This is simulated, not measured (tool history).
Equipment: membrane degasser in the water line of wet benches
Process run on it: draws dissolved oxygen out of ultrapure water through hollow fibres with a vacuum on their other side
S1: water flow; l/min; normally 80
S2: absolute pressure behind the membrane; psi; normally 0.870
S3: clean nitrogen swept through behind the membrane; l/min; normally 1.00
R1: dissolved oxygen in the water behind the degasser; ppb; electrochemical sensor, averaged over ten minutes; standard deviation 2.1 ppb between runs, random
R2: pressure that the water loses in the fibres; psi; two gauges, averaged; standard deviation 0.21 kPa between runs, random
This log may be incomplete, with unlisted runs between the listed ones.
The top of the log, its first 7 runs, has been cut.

run    hour   S1     S2    S3      R1      R2
  8   756.7   80  0.950  1.00   459.7   7.108
  9   842.8   80  0.950  1.00   462.7   7.101
 10   929.6   80  0.860  1.00   385.7   7.110
 11  1029.5   80  0.860  1.00   384.1   7.071
 12  1138.9   80  0.870  1.00   397.8   7.075
 13  1202.7   80  0.870  1.00   390.8   7.073
 14  1270.5   80  0.870  0.54   549.5   7.008
 15  1341.5   80  0.870  0.54   546.4   7.079
     1360.5  -- vacuum gauge calibrated
 16  1414.7   80  0.870  2.98   191.3   7.047
 17  1548.0   97  1.012  0.42   907.6   8.531
 18  1672.7   78  0.870  0.96   399.6   6.850
 19  1762.5   80  1.687  0.46  1613.4   7.026
 20  1839.3   80  1.687  0.46  1580.5   7.034
 21  1980.0   80  1.687  0.46  1564.6   7.046
 22  2093.9   97  1.891  0.79  1556.4   8.444
 23  2180.3   97  1.891  0.79  1550.9   8.541
 24  2250.5   80  0.870  0.45   601.4   6.984
 25  2376.3  114  1.476  0.69  1374.4   9.964
 26  2508.9  114  1.476  0.69  1364.1   9.992
 27  2636.6  114  1.476  0.69  1370.0   9.952
 28  2756.7  117  0.870  1.00   548.8  10.208
 29  2855.5  117  0.870  1.00   548.4  10.254
 30  2993.4  117  0.870  1.00   546.2  10.234
 31  3052.8   75  0.553  2.19    70.8   6.503
 32  3199.3   75  0.553  2.19    71.1   6.512

Here are 4 independent what-if runs from the current tool condition. What would each one return?
  A  3259.9  127  0.592  1.00   ?   ?
  B  3259.9   80  0.553  2.19   ?   ?
  C  3259.9  113  0.692  1.59   ?   ?
  D  3259.9  115  0.827  2.84   ?   ?

run     R1      R2
  A  272.3  11.056
  B   79.5   6.981
  C  278.4   9.829
  D  290.5  10.044
The same runs, with their run-to-run variation unchanged, on a tool lacking any hidden condition would have given:
run     R1      R2
  A  272.0  11.275
  B   79.3   7.118
  C  278.2  10.025
  D  290.3  10.243

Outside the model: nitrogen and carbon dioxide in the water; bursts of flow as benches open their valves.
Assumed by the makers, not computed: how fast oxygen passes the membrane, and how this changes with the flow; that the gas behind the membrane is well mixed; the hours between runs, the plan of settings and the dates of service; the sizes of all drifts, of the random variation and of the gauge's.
